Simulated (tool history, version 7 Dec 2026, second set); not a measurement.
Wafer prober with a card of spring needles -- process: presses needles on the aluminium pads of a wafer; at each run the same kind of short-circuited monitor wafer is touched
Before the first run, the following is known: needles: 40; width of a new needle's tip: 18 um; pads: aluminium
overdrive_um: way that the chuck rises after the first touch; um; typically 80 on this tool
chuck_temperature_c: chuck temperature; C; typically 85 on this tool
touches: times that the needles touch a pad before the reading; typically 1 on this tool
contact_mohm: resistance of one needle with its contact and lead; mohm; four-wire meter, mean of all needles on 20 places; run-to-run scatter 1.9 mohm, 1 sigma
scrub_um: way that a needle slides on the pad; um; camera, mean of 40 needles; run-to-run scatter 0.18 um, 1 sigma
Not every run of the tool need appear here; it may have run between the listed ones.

{"run": 1, "day": 0.0, "overdrive_um": 80, "chuck_temperature_c": 85, "touches": 1, "contact_mohm": 207, "scrub_um": 17.78}
{"day": 0.404, "done": "tips cleaned on abrasive film"}
{"day": 0.904, "done": "tips cleaned on abrasive film"}
{"day": 1.408, "done": "tips cleaned on abrasive film"}
{"day": 1.912, "done": "tips cleaned on abrasive film"}
{"day": 2.417, "done": "tips cleaned on abrasive film"}
{"day": 2.917, "done": "tips cleaned on abrasive film"}
{"day": 3.321, "done": "tips cleaned on abrasive film"}
{"day": 3.825, "done": "tips cleaned on abrasive film"}
{"run": 2, "day": 3.925, "overdrive_um": 80, "chuck_temperature_c": 85, "touches": 1, "contact_mohm": 209, "scrub_um": 17.83}
{"day": 4.238, "done": "tips cleaned on abrasive film"}
{"day": 4.738, "done": "tips cleaned on abrasive film"}
{"day": 5.142, "done": "tips cleaned on abrasive film"}
{"day": 5.646, "done": "tips cleaned on abrasive film"}
{"day": 6.146, "done": "tips cleaned on abrasive film"}
{"day": 6.65, "done": "tips cleaned on abrasive film"}
{"day": 7.154, "done": "tips cleaned on abrasive film"}
{"run": 3, "day": 7.233, "overdrive_um": 80, "chuck_temperature_c": 85, "touches": 1, "contact_mohm": 203, "scrub_um": 17.42}
{"day": 7.633, "done": "tips cleaned on abrasive film"}
{"day": 8.138, "done": "tips cleaned on abrasive film"}
{"day": 8.642, "done": "tips cleaned on abrasive film"}
{"day": 9.146, "done": "tips cleaned on abrasive film"}
{"day": 9.646, "done": "tips cleaned on abrasive film"}
{"run": 4, "day": 9.954, "overdrive_um": 80, "chuck_temperature_c": 85, "touches": 1, "contact_mohm": 216, "scrub_um": 17.7}
{"day": 10.054, "done": "tips cleaned on abrasive film"}
{"day": 10.558, "done": "tips cleaned on abrasive film"}
{"day": 11.062, "done": "tips cleaned on abrasive film"}
{"day": 11.462, "done": "tips cleaned on abrasive film"}
{"day": 11.967, "done": "tips cleaned on abrasive film"}
{"day": 12.471, "done": "tips cleaned on abrasive film"}
{"day": 12.971, "done": "tips cleaned on abrasive film"}
{"day": 13.462, "done": "tips cleaned on abrasive film"}
{"run": 5, "day": 13.462, "overdrive_um": 86, "chuck_temperature_c": 85, "touches": 1, "contact_mohm": 202, "scrub_um": 18.72}
{"day": 13.962, "done": "tips cleaned on abrasive film"}
{"day": 14.467, "done": "tips cleaned on abrasive film"}
{"day": 14.971, "done": "tips cleaned on abrasive film"}
{"day": 15.375, "done": "tips cleaned on abrasive film"}
{"day": 15.875, "done": "tips cleaned on abrasive film"}
{"day": 16.379, "done": "tips cleaned on abrasive film"}
{"day": 16.783, "done": "tips cleaned on abrasive film"}
{"day": 17.283, "done": "tips cleaned on abrasive film"}
{"run": 6, "day": 17.312, "overdrive_um": 86, "chuck_temperature_c": 85, "touches": 1, "contact_mohm": 204, "scrub_um": 18.58}
{"day": 17.717, "done": "tips cleaned on abrasive film"}
{"day": 18.221, "done": "tips cleaned on abrasive film"}
{"day": 18.625, "done": "tips cleaned on abrasive film"}
{"day": 19.125, "done": "tips cleaned on abrasive film"}
{"day": 19.629, "done": "tips cleaned on abrasive film"}
{"day": 20.133, "done": "tips cleaned on abrasive film"}
{"day": 20.633, "done": "tips cleaned on abrasive film"}
{"run": 7, "day": 20.65, "overdrive_um": 79, "chuck_temperature_c": 85, "touches": 1, "contact_mohm": 208, "scrub_um": 16.8}
{"day": 21.054, "done": "tips cleaned on abrasive film"}
{"day": 21.558, "done": "tips cleaned on abrasive film"}
{"day": 22.058, "done": "tips cleaned on abrasive film"}
{"day": 22.562, "done": "tips cleaned on abrasive film"}
{"day": 22.967, "done": "tips cleaned on abrasive film"}
{"day": 23.467, "done": "tips cleaned on abrasive film"}
{"run": 8, "day": 23.633, "overdrive_um": 79, "chuck_temperature_c": 85, "touches": 1, "contact_mohm": 215, "scrub_um": 16.51}
{"day": 23.933, "done": "tips cleaned on abrasive film"}
{"day": 24.438, "done": "tips cleaned on abrasive film"}
{"day": 24.842, "done": "tips cleaned on abrasive film"}
{"day": 25.346, "done": "tips cleaned on abrasive film"}
{"run": 9, "day": 25.433, "overdrive_um": 80, "chuck_temperature_c": 85, "touches": 1, "contact_mohm": 210, "scrub_um": 16.55}
{"day": 25.838, "done": "tips cleaned on abrasive film"}
{"day": 26.338, "done": "tips cleaned on abrasive film"}
{"day": 26.842, "done": "tips cleaned on abrasive film"}
{"day": 27.346, "done": "tips cleaned on abrasive film"}
{"day": 27.85, "done": "tips cleaned on abrasive film"}
{"day": 28.3, "done": "tips cleaned on abrasive film"}
{"run": 10, "day": 28.3, "overdrive_um": 80, "chuck_temperature_c": 85, "touches": 1, "contact_mohm": 208, "scrub_um": 16.3}
{"day": 28.704, "done": "tips cleaned on abrasive film"}
{"day": 29.108, "done": "tips cleaned on abrasive film"}
{"day": 29.608, "done": "tips cleaned on abrasive film"}
{"day": 30.012, "done": "tips cleaned on abrasive film"}
{"day": 30.517, "done": "tips cleaned on abrasive film"}
{"day": 31.017, "done": "tips cleaned on abrasive film"}
{"run": 11, "day": 31.217, "overdrive_um": 80, "chuck_temperature_c": 85, "touches": 1, "contact_mohm": 217, "scrub_um": 16.44}
{"day": 31.521, "done": "tips cleaned on abrasive film"}
{"day": 32.021, "done": "tips cleaned on abrasive film"}
{"day": 32.525, "done": "tips cleaned on abrasive film"}
{"day": 33.029, "done": "tips cleaned on abrasive film"}
{"day": 33.529, "done": "tips cleaned on abrasive film"}
{"run": 12, "day": 33.904, "overdrive_um": 80, "chuck_temperature_c": 85, "touches": 1, "contact_mohm": 225, "scrub_um": 15.68}
{"day": 34.008, "done": "tips cleaned on abrasive film"}
{"day": 34.412, "done": "tips cleaned on abrasive film"}
{"day": 34.912, "done": "tips cleaned on abrasive film"}
{"day": 35.417, "done": "tips cleaned on abrasive film"}
{"day": 35.921, "done": "tips cleaned on abrasive film"}
{"day": 36.425, "done": "tips cleaned on abrasive film"}
{"day": 36.925, "done": "tips cleaned on abrasive film"}
{"day": 37.429, "done": "tips cleaned on abrasive film"}
{"day": 37.846, "done": "tips cleaned on abrasive film"}
{"run": 13, "day": 37.846, "overdrive_um": 80, "chuck_temperature_c": 85, "touches": 1, "contact_mohm": 209, "scrub_um": 15.64}
{"day": 38.35, "done": "tips cleaned on abrasive film"}
{"day": 38.854, "done": "tips cleaned on abrasive film"}
{"day": 39.254, "done": "tips cleaned on abrasive film"}
{"day": 39.758, "done": "tips cleaned on abrasive film"}
{"day": 40.262, "done": "tips cleaned on abrasive film"}
{"day": 40.662, "done": "tips cleaned on abrasive film"}
{"day": 41.075, "done": "height of the first contact set anew"}
{"day": 41.179, "done": "tips cleaned on abrasive film"}
{"day": 41.65, "done": "tips cleaned on abrasive film"}
{"run": 14, "day": 41.65, "overdrive_um": 80, "chuck_temperature_c": 85, "touches": 1, "contact_mohm": 200, "scrub_um": 18.88}
{"day": 42.054, "done": "tips cleaned on abrasive film"}
{"day": 42.454, "done": "tips cleaned on abrasive film"}
{"day": 42.958, "done": "tips cleaned on abrasive film"}
{"day": 43.462, "done": "tips cleaned on abrasive film"}
{"day": 43.962, "done": "tips cleaned on abrasive film"}
{"run": 15, "day": 44.171, "overdrive_um": 62, "chuck_temperature_c": 29, "touches": 1, "contact_mohm": 214, "scrub_um": 14.61}
{"day": 44.379, "done": "tips cleaned on abrasive film"}
{"day": 44.779, "done": "tips cleaned on abrasive film"}
{"day": 45.283, "done": "tips cleaned on abrasive film"}
{"day": 45.788, "done": "tips cleaned on abrasive film"}
{"day": 46.288, "done": "tips cleaned on abrasive film"}
{"day": 46.692, "done": "tips cleaned on abrasive film"}
{"day": 47.196, "done": "tips cleaned on abrasive film"}
{"day": 47.604, "done": "tips cleaned on abrasive film"}
{"run": 16, "day": 47.604, "overdrive_um": 62, "chuck_temperature_c": 29, "touches": 1, "contact_mohm": 194, "scrub_um": 14.31}
{"day": 48.008, "done": "tips cleaned on abrasive film"}
{"day": 48.412, "done": "tips cleaned on abrasive film"}
{"day": 48.917, "done": "tips cleaned on abrasive film"}
{"day": 49.321, "done": "tips cleaned on abrasive film"}
{"run": 17, "day": 49.35, "overdrive_um": 62, "chuck_temperature_c": 29, "touches": 1, "contact_mohm": 200, "scrub_um": 14.01}
{"day": 49.754, "done": "tips cleaned on abrasive film"}
{"day": 50.254, "done": "tips cleaned on abrasive film"}
{"day": 50.758, "done": "tips cleaned on abrasive film"}
{"run": 18, "day": 51.058, "overdrive_um": 62, "chuck_temperature_c": 29, "touches": 1, "contact_mohm": 223, "scrub_um": 13.93}
{"day": 51.175, "done": "tips cleaned on abrasive film"}
{"day": 51.675, "done": "tips cleaned on abrasive film"}
{"day": 52.179, "done": "tips cleaned on abrasive film"}
{"day": 52.683, "done": "tips cleaned on abrasive film"}
{"day": 53.183, "done": "tips cleaned on abrasive film"}
{"day": 53.688, "done": "tips cleaned on abrasive film"}
{"day": 54.129, "done": "tips cleaned on abrasive film"}
{"run": 19, "day": 54.129, "overdrive_um": 62, "chuck_temperature_c": 29, "touches": 1, "contact_mohm": 195, "scrub_um": 13.95}
{"day": 54.633, "done": "tips cleaned on abrasive film"}
{"day": 55.133, "done": "tips cleaned on abrasive film"}
{"day": 55.638, "done": "tips cleaned on abrasive film"}
{"day": 56.142, "done": "tips cleaned on abrasive film"}
{"day": 56.642, "done": "tips cleaned on abrasive film"}
{"day": 57.146, "done": "tips cleaned on abrasive film"}
{"run": 20, "day": 57.538, "overdrive_um": 69, "chuck_temperature_c": 85, "touches": 2, "contact_mohm": 223, "scrub_um": 15.38}
{"day": 57.642, "done": "tips cleaned on abrasive film"}
{"day": 58.046, "done": "tips cleaned on abrasive film"}
{"day": 58.55, "done": "tips cleaned on abrasive film"}
{"day": 59.05, "done": "tips cleaned on abrasive film"}
{"day": 59.475, "done": "tips cleaned on abrasive film"}
{"run": 21, "day": 59.475, "overdrive_um": 61, "chuck_temperature_c": 85, "touches": 2, "contact_mohm": 213, "scrub_um": 13.46}
{"day": 59.879, "done": "tips cleaned on abrasive film"}
{"day": 60.379, "done": "tips cleaned on abrasive film"}
{"day": 60.883, "done": "tips cleaned on abrasive film"}
{"day": 61.288, "done": "tips cleaned on abrasive film"}
{"day": 61.792, "done": "tips cleaned on abrasive film"}
{"day": 62.292, "done": "tips cleaned on abrasive film"}
{"day": 62.696, "done": "tips cleaned on abrasive film"}
{"run": 22, "day": 62.912, "overdrive_um": 61, "chuck_temperature_c": 68, "touches": 3, "contact_mohm": 211, "scrub_um": 13.26}
{"day": 63.112, "done": "tips cleaned on abrasive film"}
{"day": 63.617, "done": "tips cleaned on abrasive film"}
{"day": 64.121, "done": "tips cleaned on abrasive film"}
{"day": 64.621, "done": "tips cleaned on abrasive film"}
{"run": 23, "day": 64.65, "overdrive_um": 80, "chuck_temperature_c": 34, "touches": 2, "contact_mohm": 192, "scrub_um": 17.42}

3 options for the next run, each taken on its own from the tool as it stands now. Forecast them:
{"day": 65.054, "done": "tips cleaned on abrasive film"}
{"day": 65.458, "done": "tips cleaned on abrasive film"}
{"day": 65.962, "done": "tips cleaned on abrasive film"}
{"day": 66.462, "done": "tips cleaned on abrasive film"}
{"day": 66.967, "done": "tips cleaned on abrasive film"}
{"day": 67.471, "done": "tips cleaned on abrasive film"}
{"day": 67.971, "done": "tips cleaned on abrasive film"}
{"run": "A", "day": 68.054, "overdrive_um": 91, "chuck_temperature_c": 46, "touches": 3, "contact_mohm": "?", "scrub_um": "?"}
{"day": 65.054, "done": "tips cleaned on abrasive film"}
{"day": 65.458, "done": "tips cleaned on abrasive film"}
{"day": 65.962, "done": "tips cleaned on abrasive film"}
{"day": 66.462, "done": "tips cleaned on abrasive film"}
{"day": 66.967, "done": "tips cleaned on abrasive film"}
{"day": 67.471, "done": "tips cleaned on abrasive film"}
{"day": 67.971, "done": "tips cleaned on abrasive film"}
{"run": "B", "day": 68.054, "overdrive_um": 97, "chuck_temperature_c": 84, "touches": 1, "contact_mohm": "?", "scrub_um": "?"}
{"day": 65.054, "done": "tips cleaned on abrasive film"}
{"day": 65.458, "done": "tips cleaned on abrasive film"}
{"day": 65.962, "done": "tips cleaned on abrasive film"}
{"day": 66.462, "done": "tips cleaned on abrasive film"}
{"day": 66.967, "done": "tips cleaned on abrasive film"}
{"day": 67.471, "done": "tips cleaned on abrasive film"}
{"day": 67.971, "done": "tips cleaned on abrasive film"}
{"run": "C", "day": 68.054, "overdrive_um": 96, "chuck_temperature_c": 106, "touches": 3, "contact_mohm": "?", "scrub_um": "?"}

run=A contact_mohm=200 scrub_um=19.90
run=B contact_mohm=205 scrub_um=21.22
run=C contact_mohm=205 scrub_um=20.90
The same runs, with their run-to-run variation unchanged, on a tool lacking any hidden condition would have given:
run=A contact_mohm=195 scrub_um=21.48
run=B contact_mohm=197 scrub_um=22.79
run=C contact_mohm=201 scrub_um=22.48

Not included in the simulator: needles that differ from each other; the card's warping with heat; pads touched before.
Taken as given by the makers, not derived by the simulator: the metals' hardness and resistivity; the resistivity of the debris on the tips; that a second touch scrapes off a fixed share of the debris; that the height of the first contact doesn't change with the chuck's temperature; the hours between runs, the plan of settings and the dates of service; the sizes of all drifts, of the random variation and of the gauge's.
